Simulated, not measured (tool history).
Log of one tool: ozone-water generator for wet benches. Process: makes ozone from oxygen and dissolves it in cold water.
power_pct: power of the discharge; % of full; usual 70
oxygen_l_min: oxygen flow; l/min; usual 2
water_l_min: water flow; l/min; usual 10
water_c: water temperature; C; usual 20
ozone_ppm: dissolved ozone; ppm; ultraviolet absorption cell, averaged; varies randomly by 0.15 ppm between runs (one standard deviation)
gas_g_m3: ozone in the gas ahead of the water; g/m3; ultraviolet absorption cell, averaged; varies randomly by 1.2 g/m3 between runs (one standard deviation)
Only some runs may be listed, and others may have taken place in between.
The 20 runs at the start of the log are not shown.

run,day,power_pct,oxygen_l_min,water_l_min,water_c,ozone_ppm,gas_g_m3
21,58.942,70,2,13,20,14.7,213.1
22,61.683,70,2,13,20,14.9,210.1
23,64.575,70,2,14,16,14.2,209.9
24,68.971,70,2,14,16,14.1,210.1
25,72.375,70,1.08,6,20,25.2,254.9
26,76.308,70,1.29,10,20,16.5,240.7
27,79.675,70,1.29,10,20,16.6,238.5
28,84.033,70,1.29,10,14,17.5,240.5
29,87.083,52,1.29,9,27,13.2,185.9
30,90.892,52,1.29,9,27,13.5,185.9
31,94.696,41,2,10,20,12.1,133.2
32,98.458,67,2,11,15,17.7,201.8

Here are 3 independent what-if runs from the current tool condition. What would each one return?
A,101.938,70,2,7,20,?,?
B,101.938,70,2.24,10,20,?,?
C,101.938,88,1.5,11,23,?,?

run,ozone_ppm,gas_g_m3
A,26.1,209.1
B,19.9,203.6
C,19,281.7
Without the tool's hidden state the same runs would have given:
run,ozone_ppm,gas_g_m3
A,26.1,209.3
B,19.9,203.8
C,19,282.1
